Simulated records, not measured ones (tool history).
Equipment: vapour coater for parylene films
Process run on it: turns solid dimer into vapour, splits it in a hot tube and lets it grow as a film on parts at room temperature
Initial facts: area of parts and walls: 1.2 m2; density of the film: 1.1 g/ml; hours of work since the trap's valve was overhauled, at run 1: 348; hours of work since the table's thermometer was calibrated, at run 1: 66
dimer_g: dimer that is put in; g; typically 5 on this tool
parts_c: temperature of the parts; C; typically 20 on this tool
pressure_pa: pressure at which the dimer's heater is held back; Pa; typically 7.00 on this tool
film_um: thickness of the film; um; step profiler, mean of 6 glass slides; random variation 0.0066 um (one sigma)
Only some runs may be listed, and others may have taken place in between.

run   hour  dimer_g  parts_c  pressure_pa  hours of work since the trap's valve was overhauled  hours of work since the table's thermometer was calibrated  film_um
  1    0.0        5       20         7.00                                                  348                                                          66    1.745
  2   15.0        5       20         7.83                                                  358                                                          76    1.728
  3   33.7        5       20         7.00                                                  371                                                          89    1.745
  4   49.1        6       20         7.00                                                  381                                                         100    2.093
  5   64.3        5       20         7.00                                                  391                                                         110    1.749
  6   80.6        5       20         7.00                                                  403                                                         121    1.743
  7   98.6        5       20         7.00                                                  415                                                         133    1.738
  8  107.6        3       20         7.00                                                  421                                                         140    1.042
  9  124.5        5       20         7.00                                                  432                                                         151    1.751
 10  134.4        3       20         7.00                                                  439                                                         158    1.045
 11  151.3        3       20         7.00                                                  451                                                         169    1.056
 12  163.8        5       20         7.00                                                  459                                                         178    1.738
 13  182.0        5       20         7.00                                                  472                                                         190    1.752
 14  192.9        5       20         7.00                                                  479                                                         198    1.739
 15  212.3        5       20         7.00                                                  492                                                         211    1.738
 16  228.2        5       20         7.00                                                  503                                                         222    1.737
 17  240.6        5       20        11.23                                                  512                                                         230    1.659
 18  255.4        5       20        11.23                                                  522                                                         240    1.656
 19  265.8        5       20        11.23                                                  529                                                         247    1.667
 20  276.7        5       20        11.23                                                  536                                                         255    1.665
 21  288.8        5       20         7.00                                                  545                                                         263    1.734
 22  302.0        5       20         7.00                                                  554                                                         272    1.738
 23  314.7        5       20         7.00                                                  562                                                         281    1.744
 24  326.1        5       20         7.00                                                  570                                                         289    1.754
 25  339.0        5       20         7.00                                                  579                                                         297    1.737
 26  356.3        5       20         2.77                                                  591                                                         309    1.908
 27  369.7        3       18         4.82                                                  600                                                         318    1.168
 28  384.9        3       18         4.82                                                  610                                                         329    1.163
 29  399.5        3       16         8.38                                                  620                                                         339    1.201
 30  408.5        3       16         8.38                                                  626                                                         345    1.208
 31  421.5        3       29         8.38                                                  635                                                         354    0.713
 32  437.5        3       29         8.38                                                  646                                                         365    0.727
 33  452.6        3       29         8.38                                                  656                                                         375    0.723
 34  471.6        7       18         8.38                                                  669                                                         388    2.596
 35  487.5        7       18         8.38                                                  680                                                         399    2.588

For run 36, what comes out?
     501.0  -- trap's valve overhauled
 36  506.7        8       18         7.91                                                    4                                                         409        ?

film_um: 2.973 um
Take away the tool's hidden state, keep the run-to-run variation as it was, and the same run would have given film_um 2.973 um.

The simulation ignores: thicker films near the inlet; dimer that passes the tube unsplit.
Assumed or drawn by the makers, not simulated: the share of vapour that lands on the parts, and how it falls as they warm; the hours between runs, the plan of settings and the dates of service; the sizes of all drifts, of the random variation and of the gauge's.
